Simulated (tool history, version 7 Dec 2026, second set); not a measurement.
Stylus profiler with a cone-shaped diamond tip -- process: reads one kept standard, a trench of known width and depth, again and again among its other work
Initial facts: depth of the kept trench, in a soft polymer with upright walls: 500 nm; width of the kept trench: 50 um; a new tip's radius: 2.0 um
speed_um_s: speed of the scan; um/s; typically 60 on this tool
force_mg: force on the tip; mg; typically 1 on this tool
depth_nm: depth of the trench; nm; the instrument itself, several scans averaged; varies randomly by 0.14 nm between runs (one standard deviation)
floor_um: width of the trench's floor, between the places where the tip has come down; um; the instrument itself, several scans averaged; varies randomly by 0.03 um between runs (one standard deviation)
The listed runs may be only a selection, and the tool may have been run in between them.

| run | hour | speed_um_s | force_mg | depth_nm | floor_um |
|---|---|---|---|---|---|
| 1 | 0 | 60 | 1 | 500.53 | 45.54 |
| 2 | 48.5 | 60 | 1 | 500.56 | 45.55 |
| 3 | 109.3 | 60 | 0.81 | 500.32 | 45.43 |
| 4 | 170.7 | 60 | 1 | 500.27 | 45.49 |
| 5 | 224.6 | 60 | 1 | 500.39 | 45.47 |
| 6 | 259 | 60 | 1 | 500.18 | 45.4 |
| 7 | 303.7 | 60 | 1 | 500.53 | 45.42 |
| 8 | 341.8 | 60 | 1 | 500.44 | 45.32 |
| 9 | 385.7 | 60 | 1 | 500.12 | 45.27 |
| 10 | 422 | 60 | 1 | 500.04 | 45.3 |
| 11 | 472.1 | 60 | 1 | 500.29 | 45.27 |
| 12 | 501.1 | 60 | 1 | 500.27 | 45.24 |
| 13 | 529.5 | 15 | 1 | 500.21 | 45.61 |
| 14 | 577.6 | 15 | 1 | 500.11 | 45.54 |
| 15 | 640.8 | 189 | 1 | 499.97 | 44.02 |
| 16 | 669.2 | 189 | 1 | 500.18 | 43.94 |
| 17 | 700.9 | 112 | 1 | 500.02 | 44.69 |
| 18 | 750.4 | 112 | 1.91 | 501.06 | 44.91 |
| 19 | 819.1 | 30 | 0.47 | 499.29 | 45.21 |
| 20 | 858.9 | 18 | 0.71 | 499.32 | 45.36 |
| 21 | 891.1 | 17 | 2.68 | 501.47 | 45.44 |
| 22 | 949.5 | 84 | 0.63 | 499.38 | 44.57 |
| 23 | 984.5 | 60 | 1.8 | 500.44 | 45.1 |
| 24 | 1040 | 60 | 1.8 | 500.68 | 45.04 |
| 25 | 1096.2 | 75 | 1.2 | 500.09 | 44.83 |
| 26 | 1124.7 | 60 | 0.76 | 499.15 | 44.78 |
| 27 | 1153.1 | 18 | 1.49 | 500.34 | 45.27 |
| 28 | 1219.2 | 18 | 1.49 | 500.2 | 45.22 |
| 29 | 1261.2 | 60 | 1.75 | 500.18 | 44.92 |
|  | 1286.5 | height scale calibrated on a step standard |
| 30 | 1303.8 | 17 | 0.35 | 501.1 | 45 |
| 31 | 1334.6 | 17 | 0.35 | 500.93 | 44.97 |
| 32 | 1364.6 | 17 | 0.35 | 501 | 45.04 |
| 33 | 1435 | 178 | 0.76 | 501.58 | 43.55 |

5 options for the next run, each taken on its own from the tool as it stands now. Forecast them:
| A | 1483 | 75 | 0.76 | ? | ? |
| B | 1483 | 99 | 1 | ? | ? |
| C | 1483 | 165 | 0.37 | ? | ? |
| D | 1483 | 20 | 1 | ? | ? |
| E | 1483 | 60 | 0.5 | ? | ? |

| run | depth_nm | floor_um |
|---|---|---|
| A | 501.41 | 44.48 |
| B | 501.78 | 44.35 |
| C | 501.07 | 42.81 |
| D | 501.88 | 45.06 |
| E | 501.45 | 44.44 |
Stripped of hidden state, with their random variation kept, the same runs would have yielded:
| run | depth_nm | floor_um |
|---|---|---|
| A | 501.49 | 46.61 |
| B | 501.86 | 46.48 |
| C | 501.14 | 44.94 |
| D | 501.96 | 47.19 |
| E | 501.53 | 46.57 |

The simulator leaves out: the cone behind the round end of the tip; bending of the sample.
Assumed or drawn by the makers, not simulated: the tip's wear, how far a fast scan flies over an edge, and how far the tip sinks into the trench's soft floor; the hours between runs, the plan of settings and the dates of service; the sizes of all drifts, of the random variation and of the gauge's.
